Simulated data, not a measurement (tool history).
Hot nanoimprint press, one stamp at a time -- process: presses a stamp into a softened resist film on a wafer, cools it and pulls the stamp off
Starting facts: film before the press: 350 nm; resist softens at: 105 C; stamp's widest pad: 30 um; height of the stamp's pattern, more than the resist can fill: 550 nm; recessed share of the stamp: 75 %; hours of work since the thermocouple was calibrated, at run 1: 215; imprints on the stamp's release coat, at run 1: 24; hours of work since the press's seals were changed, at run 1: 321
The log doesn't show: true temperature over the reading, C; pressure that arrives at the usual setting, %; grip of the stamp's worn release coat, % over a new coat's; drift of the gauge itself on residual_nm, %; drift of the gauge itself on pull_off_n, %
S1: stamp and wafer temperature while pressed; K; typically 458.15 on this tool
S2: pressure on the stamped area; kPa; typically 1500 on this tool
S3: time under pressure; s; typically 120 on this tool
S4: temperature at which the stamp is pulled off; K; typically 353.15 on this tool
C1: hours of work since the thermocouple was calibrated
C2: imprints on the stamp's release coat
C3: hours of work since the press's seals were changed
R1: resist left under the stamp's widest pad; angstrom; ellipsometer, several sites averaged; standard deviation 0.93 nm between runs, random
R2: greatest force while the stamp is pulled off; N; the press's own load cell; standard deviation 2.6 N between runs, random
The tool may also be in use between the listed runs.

| run | day | S1 | S2 | S3 | S4 | C1 | C2 | C3 | R1 | R2 |
|---|---|---|---|---|---|---|---|---|---|---|
| 1 | 0.000 | 458.15 | 1500 | 120 | 353.15 | 215 | 24 | 321 | 1309 | 190 |
| 2 | 0.550 | 458.15 | 1500 | 120 | 353.15 | 223 | 73 | 329 | 1301 | 193 |
| 3 | 1.092 | 458.15 | 1070 | 120 | 353.15 | 231 | 121 | 337 | 1518 | 194 |
| 4 | 1.412 | 458.15 | 1070 | 120 | 338.15 | 236 | 149 | 341 | 1511 | 215 |
| 5 | 1.817 | 462.15 | 1070 | 120 | 338.15 | 241 | 184 | 347 | 1343 | 223 |
| 6 | 2.133 | 462.15 | 2340 | 120 | 338.15 | 246 | 212 | 352 | 928 | 230 |
| 7 | 2.421 | 458.15 | 1500 | 120 | 347.15 | 250 | 238 | 356 | 1317 | 204 |
| 8 | 2.788 | 458.15 | 1500 | 92 | 353.15 | 255 | 270 | 361 | 1453 | 192 |
| 9 | 3.229 | 458.15 | 1500 | 92 | 353.15 | 262 | 309 | 367 | 1457 | 192 |
| 10 | 3.825 | 458.15 | 1500 | 92 | 353.15 | 270 | 361 | 376 | 1457 | 192 |
| 11 | 4.304 | 458.15 | 1500 | 117 | 353.15 | 277 | 404 | 383 | 1330 | 193 |
| 12 | 4.800 | 458.15 | 1500 | 117 | 353.15 | 284 | 447 | 390 | 1323 | 196 |
| 13 | 5.425 | 458.15 | 1500 | 117 | 353.15 | 293 | 502 | 399 | 1303 | 195 |
| 14 | 6.008 | 458.15 | 1500 | 120 | 353.15 | 302 | 554 | 407 | 1326 | 193 |
| 15 | 6.288 | 458.15 | 1500 | 120 | 347.15 | 306 | 578 | 411 | 1307 | 204 |
|  | 6.596 | stamp cleaned and given a new release coat |
| 16 | 6.933 | 458.15 | 1500 | 213 | 343.15 | 311 | 30 | 417 | 1009 | 211 |
| 17 | 7.229 | 449.15 | 1780 | 203 | 347.15 | 316 | 56 | 421 | 1340 | 202 |
| 18 | 7.858 | 458.15 | 1930 | 101 | 353.15 | 325 | 112 | 430 | 1265 | 194 |
| 19 | 8.471 | 456.15 | 2200 | 236 | 340.15 | 333 | 166 | 439 | 877 | 221 |
| 20 | 8.800 | 469.15 | 1360 | 236 | 339.15 | 338 | 195 | 444 | 697 | 217 |
| 21 | 9.346 | 458.15 | 1500 | 72 | 353.15 | 346 | 243 | 452 | 1609 | 195 |
| 22 | 9.812 | 458.15 | 1500 | 72 | 353.15 | 353 | 284 | 458 | 1617 | 195 |
| 23 | 10.129 | 458.15 | 1500 | 72 | 353.15 | 357 | 312 | 463 | 1620 | 196 |
| 24 | 10.788 | 449.15 | 1140 | 207 | 350.15 | 367 | 370 | 472 | 1593 | 197 |

Forecast run 25:
| 25 | 11.262 | 453.15 | 1110 | 136 | 348.15 | 373 | 412 | 479 | ? | ? |

R1: 1645 angstrom
R2: 201 N
With the hidden condition absent and the run-to-run variation left alone, this run would have shown R1 1639 angstrom, R2 200 N.

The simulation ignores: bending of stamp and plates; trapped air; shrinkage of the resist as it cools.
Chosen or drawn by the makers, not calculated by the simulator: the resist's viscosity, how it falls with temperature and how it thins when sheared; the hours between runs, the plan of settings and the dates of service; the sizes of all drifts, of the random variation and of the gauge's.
